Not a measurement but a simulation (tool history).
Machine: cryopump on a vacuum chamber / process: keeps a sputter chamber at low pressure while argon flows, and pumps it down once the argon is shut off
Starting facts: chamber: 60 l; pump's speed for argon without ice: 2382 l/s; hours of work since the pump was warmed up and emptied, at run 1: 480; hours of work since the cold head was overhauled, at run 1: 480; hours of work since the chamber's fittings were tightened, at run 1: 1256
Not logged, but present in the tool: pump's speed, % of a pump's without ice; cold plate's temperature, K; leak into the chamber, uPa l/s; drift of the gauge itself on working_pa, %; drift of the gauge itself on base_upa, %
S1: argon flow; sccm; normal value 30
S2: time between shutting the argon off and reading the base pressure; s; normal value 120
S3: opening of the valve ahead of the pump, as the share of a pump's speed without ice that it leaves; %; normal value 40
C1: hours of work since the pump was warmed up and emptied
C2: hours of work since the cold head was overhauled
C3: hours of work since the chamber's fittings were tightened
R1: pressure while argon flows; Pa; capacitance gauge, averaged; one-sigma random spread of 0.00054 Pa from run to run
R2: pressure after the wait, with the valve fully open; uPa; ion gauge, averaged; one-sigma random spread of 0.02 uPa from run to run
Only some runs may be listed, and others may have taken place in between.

{"run": 1, "hour": 0.0, "S1": 30, "S2": 120, "S3": 40, "C1": 480, "C2": 480, "C3": 1256, "R1": 0.0562, "R2": 0.89}
{"run": 2, "hour": 19.9, "S1": 33, "S2": 120, "S3": 40, "C1": 488, "C2": 488, "C3": 1264, "R1": 0.0619, "R2": 0.88}
{"run": 3, "hour": 40.7, "S1": 33, "S2": 120, "S3": 40, "C1": 496, "C2": 496, "C3": 1273, "R1": 0.0612, "R2": 0.94}
{"run": 4, "hour": 69.7, "S1": 40, "S2": 120, "S3": 40, "C1": 508, "C2": 508, "C3": 1285, "R1": 0.0758, "R2": 0.94}
{"run": 5, "hour": 91.5, "S1": 40, "S2": 120, "S3": 40, "C1": 517, "C2": 517, "C3": 1294, "R1": 0.0754, "R2": 0.92}
{"run": 6, "hour": 114.0, "S1": 40, "S2": 120, "S3": 40, "C1": 527, "C2": 527, "C3": 1303, "R1": 0.0759, "R2": 0.95}
{"run": 7, "hour": 140.5, "S1": 40, "S2": 120, "S3": 23, "C1": 537, "C2": 537, "C3": 1314, "R1": 0.1276, "R2": 0.9}
{"run": 8, "hour": 164.9, "S1": 40, "S2": 120, "S3": 23, "C1": 548, "C2": 548, "C3": 1324, "R1": 0.1271, "R2": 0.93}
{"run": 9, "hour": 198.6, "S1": 40, "S2": 120, "S3": 23, "C1": 561, "C2": 561, "C3": 1338, "R1": 0.128, "R2": 0.95}
{"run": 10, "hour": 222.3, "S1": 40, "S2": 120, "S3": 23, "C1": 571, "C2": 571, "C3": 1348, "R1": 0.1285, "R2": 0.92}
{"run": 11, "hour": 251.2, "S1": 42, "S2": 120, "S3": 40, "C1": 583, "C2": 583, "C3": 1359, "R1": 0.0796, "R2": 0.93}
{"run": 12, "hour": 267.6, "S1": 42, "S2": 120, "S3": 40, "C1": 590, "C2": 590, "C3": 1366, "R1": 0.0798, "R2": 1.0}
{"run": 13, "hour": 282.3, "S1": 30, "S2": 120, "S3": 21, "C1": 596, "C2": 596, "C3": 1372, "R1": 0.1064, "R2": 0.97}
{"run": 14, "hour": 315.8, "S1": 30, "S2": 120, "S3": 21, "C1": 610, "C2": 610, "C3": 1386, "R1": 0.1049, "R2": 1.01}
{"run": 15, "hour": 342.4, "S1": 30, "S2": 120, "S3": 21, "C1": 620, "C2": 620, "C3": 1397, "R1": 0.1057, "R2": 1.01}
{"run": 16, "hour": 361.3, "S1": 30, "S2": 120, "S3": 21, "C1": 628, "C2": 628, "C3": 1405, "R1": 0.1064, "R2": 0.95}
{"run": 17, "hour": 396.1, "S1": 30, "S2": 120, "S3": 21, "C1": 643, "C2": 643, "C3": 1419, "R1": 0.1067, "R2": 1.03}
{"run": 18, "hour": 424.8, "S1": 22, "S2": 85, "S3": 56, "C1": 654, "C2": 654, "C3": 1431, "R1": 0.0308, "R2": 1.08}
{"run": 19, "hour": 459.1, "S1": 22, "S2": 85, "S3": 56, "C1": 668, "C2": 668, "C3": 1445, "R1": 0.0302, "R2": 1.07}
{"run": 20, "hour": 482.7, "S1": 22, "S2": 85, "S3": 48, "C1": 678, "C2": 678, "C3": 1455, "R1": 0.0355, "R2": 1.08}
{"run": 21, "hour": 502.3, "S1": 22, "S2": 85, "S3": 48, "C1": 686, "C2": 686, "C3": 1463, "R1": 0.0355, "R2": 1.13}
{"run": 22, "hour": 522.3, "S1": 22, "S2": 85, "S3": 41, "C1": 694, "C2": 694, "C3": 1471, "R1": 0.0411, "R2": 1.08}
{"run": 23, "hour": 538.1, "S1": 22, "S2": 143, "S3": 41, "C1": 701, "C2": 701, "C3": 1477, "R1": 0.0413, "R2": 1.01}
{"run": 24, "hour": 552.7, "S1": 22, "S2": 143, "S3": 41, "C1": 707, "C2": 707, "C3": 1483, "R1": 0.0414, "R2": 1.02}
{"run": 25, "hour": 581.1, "S1": 58, "S2": 30, "S3": 55, "C1": 719, "C2": 719, "C3": 1495, "R1": 0.084, "R2": 1.43}
{"run": 26, "hour": 597.6, "S1": 30, "S2": 77, "S3": 18, "C1": 725, "C2": 725, "C3": 1502, "R1": 0.122, "R2": 1.11}
{"run": 27, "hour": 622.9, "S1": 25, "S2": 37, "S3": 18, "C1": 736, "C2": 736, "C3": 1512, "R1": 0.104, "R2": 1.34}
{"run": 28, "hour": 639.7, "S1": 25, "S2": 37, "S3": 18, "C1": 743, "C2": 743, "C3": 1519, "R1": 0.1037, "R2": 1.34}

Forecast run 29:
{"run": 29, "hour": 669.9, "S1": 30, "S2": 28, "S3": 15, "C1": 755, "C2": 755, "C3": 1531, "R1": "?", "R2": "?"}

Run 29 produced R1 0.1463 Pa, R2 1.47 uPa.
Were there no unlogged condition in the tool, this run, its random variation unchanged, would have produced R1 0.1414 Pa, R2 0.67 uPa.
